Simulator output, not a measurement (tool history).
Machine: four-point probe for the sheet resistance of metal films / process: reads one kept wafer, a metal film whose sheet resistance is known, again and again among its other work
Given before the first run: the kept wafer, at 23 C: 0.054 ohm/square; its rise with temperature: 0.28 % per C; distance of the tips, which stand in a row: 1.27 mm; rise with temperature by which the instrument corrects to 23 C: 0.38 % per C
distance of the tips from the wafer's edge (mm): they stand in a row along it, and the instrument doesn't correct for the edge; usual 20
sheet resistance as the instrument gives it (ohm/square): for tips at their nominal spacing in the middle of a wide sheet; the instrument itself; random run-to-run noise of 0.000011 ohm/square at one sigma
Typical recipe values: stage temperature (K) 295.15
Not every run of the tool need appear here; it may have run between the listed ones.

| run | hour | stage temperature (K) | distance of the tips from the wafer's edge (mm) | sheet resistance as the instrument gives it (ohm/square) |
|---|---|---|---|---|
| 1 | 0.0 | 295.15 | 20 | 0.054158 |
| 2 | 78.9 | 295.15 | 20 | 0.054158 |
| 3 | 132.9 | 295.15 | 20 | 0.054134 |
| 4 | 195.6 | 295.15 | 20 | 0.054158 |
| 5 | 255.3 | 295.15 | 20 | 0.054134 |
| 6 | 324.9 | 295.15 | 43 | 0.054057 |
| 7 | 400.6 | 295.15 | 43 | 0.054048 |
| 8 | 455.4 | 298.15 | 20 | 0.053999 |
| 9 | 510.4 | 298.15 | 20 | 0.053966 |
| 10 | 559.0 | 301.15 | 20 | 0.053827 |
| 11 | 614.7 | 295.15 | 14 | 0.054239 |
| 12 | 650.3 | 295.15 | 14 | 0.054237 |
| 13 | 709.6 | 295.15 | 4 | 0.056748 |
| 14 | 780.1 | 295.15 | 4 | 0.056729 |
| 15 | 816.4 | 295.15 | 20 | 0.054072 |
| 16 | 884.5 | 295.15 | 20 | 0.054062 |
| 17 | 944.3 | 295.15 | 20 | 0.054063 |
| 18 | 997.1 | 295.15 | 20 | 0.054049 |
| 19 | 1067.1 | 295.15 | 20 | 0.054054 |
| 20 | 1142.6 | 295.15 | 20 | 0.054040 |
| 21 | 1185.2 | 295.15 | 20 | 0.054031 |
| 22 | 1232.0 | 295.15 | 20 | 0.054017 |
| 23 | 1308.8 | 302.15 | 20 | 0.053692 |
| 24 | 1385.4 | 302.15 | 20 | 0.053672 |
| 25 | 1440.2 | 299.15 | 10 | 0.054166 |
| 26 | 1503.6 | 299.15 | 10 | 0.054179 |
| 27 | 1585.8 | 299.15 | 10 | 0.054172 |
| 28 | 1662.4 | 299.15 | 16 | 0.053859 |
| 29 | 1720.4 | 302.15 | 9 | 0.054108 |
| 30 | 1763.7 | 302.15 | 9 | 0.054097 |
| 31 | 1835.0 | 299.15 | 51 | 0.053673 |
| 32 | 1896.4 | 299.15 | 51 | 0.053694 |
| 33 | 1934.3 | 292.15 | 9 | 0.054633 |
| 34 | 1981.2 | 295.15 | 5 | 0.055677 |
| 35 | 2020.3 | 300.15 | 20 | 0.053743 |
| 36 | 2072.7 | 301.15 | 44 | 0.053562 |
| 37 | 2154.8 | 291.15 | 5 | 0.055880 |
| 38 | 2215.8 | 296.15 | 20 | 0.053903 |
| 39 | 2257.2 | 296.15 | 20 | 0.053909 |
| 40 | 2320.8 | 294.15 | 72 | 0.053904 |
| 41 | 2374.7 | 292.15 | 9 | 0.054601 |
| 42 | 2415.2 | 306.15 | 27 | 0.053362 |
| 43 | 2475.8 | 297.15 | 13 | 0.054000 |

The log once held 1 entry between its listed runs, left out of this copy. Where does each go, and what is different about the tool's unlogged condition between the listed run before it and the listed run after it?
Logged between run 13 and run 14: stage's thermometer calibrated (hour 725.2)
  inner tips' distance over the nominal, %: -0.181 -> -0.19; tips' flats over new ones', %: 15 -> 16; wafer's true temperature over the reading, C: 0.32 -> 0.06
  measured value less the no-hidden-state value, sheet resistance as the instrument gives it (ohm/square): -0.000060 -> -0.000107

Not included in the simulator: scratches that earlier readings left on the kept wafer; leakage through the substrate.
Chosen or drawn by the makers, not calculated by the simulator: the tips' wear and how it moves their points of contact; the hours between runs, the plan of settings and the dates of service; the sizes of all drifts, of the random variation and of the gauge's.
